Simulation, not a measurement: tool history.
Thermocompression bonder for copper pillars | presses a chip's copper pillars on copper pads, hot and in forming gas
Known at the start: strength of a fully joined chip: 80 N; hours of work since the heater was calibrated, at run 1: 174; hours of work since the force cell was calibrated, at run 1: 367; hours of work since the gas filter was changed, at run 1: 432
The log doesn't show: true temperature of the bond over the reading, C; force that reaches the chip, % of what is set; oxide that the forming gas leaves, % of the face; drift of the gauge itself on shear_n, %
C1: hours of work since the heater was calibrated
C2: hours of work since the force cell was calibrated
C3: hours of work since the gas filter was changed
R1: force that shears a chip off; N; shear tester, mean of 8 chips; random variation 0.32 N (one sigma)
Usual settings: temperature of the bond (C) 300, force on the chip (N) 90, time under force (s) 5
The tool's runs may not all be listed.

run 1 hour=0.0 | temperature_of_the_bond_(C)=300 force_on_the_chip_(N)=90 time_under_force_(s)=5 | C1=174 C2=367 C3=432 | R1=39.2
run 2 hour=17.9 | temperature_of_the_bond_(C)=300 force_on_the_chip_(N)=90 time_under_force_(s)=5 | C1=186 C2=378 C3=444 | R1=39.7
-- hour=26.5 forming gas filter changed
run 3 hour=32.0 | temperature_of_the_bond_(C)=300 force_on_the_chip_(N)=90 time_under_force_(s)=5 | C1=194 C2=387 C3=3 | R1=43.6
run 4 hour=50.9 | temperature_of_the_bond_(C)=300 force_on_the_chip_(N)=90 time_under_force_(s)=5 | C1=206 C2=399 C3=16 | R1=43.5
run 5 hour=59.1 | temperature_of_the_bond_(C)=300 force_on_the_chip_(N)=90 time_under_force_(s)=4 | C1=211 C2=404 C3=21 | R1=40.5
run 6 hour=68.1 | temperature_of_the_bond_(C)=300 force_on_the_chip_(N)=90 time_under_force_(s)=5 | C1=217 C2=410 C3=26 | R1=43.1
run 7 hour=84.4 | temperature_of_the_bond_(C)=300 force_on_the_chip_(N)=90 time_under_force_(s)=5 | C1=228 C2=420 C3=37 | R1=43.4
run 8 hour=103.8 | temperature_of_the_bond_(C)=300 force_on_the_chip_(N)=90 time_under_force_(s)=5 | C1=240 C2=433 C3=49 | R1=42.6
run 9 hour=118.7 | temperature_of_the_bond_(C)=300 force_on_the_chip_(N)=124 time_under_force_(s)=5 | C1=249 C2=442 C3=59 | R1=48.9
run 10 hour=136.1 | temperature_of_the_bond_(C)=300 force_on_the_chip_(N)=124 time_under_force_(s)=5 | C1=260 C2=453 C3=70 | R1=48.1
run 11 hour=149.9 | temperature_of_the_bond_(C)=300 force_on_the_chip_(N)=124 time_under_force_(s)=5 | C1=269 C2=462 C3=79 | R1=47.8
run 12 hour=164.8 | temperature_of_the_bond_(C)=300 force_on_the_chip_(N)=124 time_under_force_(s)=12 | C1=279 C2=471 C3=88 | R1=60.5
run 13 hour=173.5 | temperature_of_the_bond_(C)=300 force_on_the_chip_(N)=124 time_under_force_(s)=12 | C1=284 C2=477 C3=94 | R1=60.7
run 14 hour=186.5 | temperature_of_the_bond_(C)=300 force_on_the_chip_(N)=124 time_under_force_(s)=12 | C1=292 C2=485 C3=102 | R1=59.7
run 15 hour=196.6 | temperature_of_the_bond_(C)=275 force_on_the_chip_(N)=102 time_under_force_(s)=14 | C1=299 C2=491 C3=108 | R1=45.2
run 16 hour=211.9 | temperature_of_the_bond_(C)=300 force_on_the_chip_(N)=128 time_under_force_(s)=5 | C1=309 C2=501 C3=118 | R1=49.4
run 17 hour=228.2 | temperature_of_the_bond_(C)=300 force_on_the_chip_(N)=128 time_under_force_(s)=5 | C1=319 C2=512 C3=128 | R1=48.3
run 18 hour=237.6 | temperature_of_the_bond_(C)=300 force_on_the_chip_(N)=68 time_under_force_(s)=5 | C1=325 C2=518 C3=134 | R1=37.7
run 19 hour=249.0 | temperature_of_the_bond_(C)=300 force_on_the_chip_(N)=90 time_under_force_(s)=13 | C1=332 C2=525 C3=142 | R1=56.0
run 20 hour=264.1 | temperature_of_the_bond_(C)=276 force_on_the_chip_(N)=69 time_under_force_(s)=4 | C1=342 C2=534 C3=151 | R1=24.3
run 21 hour=272.7 | temperature_of_the_bond_(C)=276 force_on_the_chip_(N)=69 time_under_force_(s)=4 | C1=347 C2=540 C3=157 | R1=24.1
run 22 hour=285.1 | temperature_of_the_bond_(C)=276 force_on_the_chip_(N)=69 time_under_force_(s)=4 | C1=355 C2=548 C3=164 | R1=24.4
run 23 hour=297.6 | temperature_of_the_bond_(C)=303 force_on_the_chip_(N)=63 time_under_force_(s)=5 | C1=363 C2=556 C3=172 | R1=37.9
run 24 hour=311.9 | temperature_of_the_bond_(C)=312 force_on_the_chip_(N)=80 time_under_force_(s)=3 | C1=372 C2=565 C3=182 | R1=38.7

The same runs without the tool's hidden state, with the same run-to-run variation:
run=1 R1=43.0
run=2 R1=43.6
run=3 R1=43.7
run=4 R1=43.6
run=5 R1=40.7
run=6 R1=43.3
run=7 R1=43.7
run=8 R1=43.0
run=9 R1=49.5
run=10 R1=48.7
run=11 R1=48.5
run=12 R1=61.5
run=13 R1=61.8
run=14 R1=60.9
run=15 R1=46.1
run=16 R1=50.5
run=17 R1=49.4
run=18 R1=38.6
run=19 R1=57.5
run=20 R1=24.9
run=21 R1=24.7
run=22 R1=25.1
run=23 R1=39.0
run=24 R1=40.0
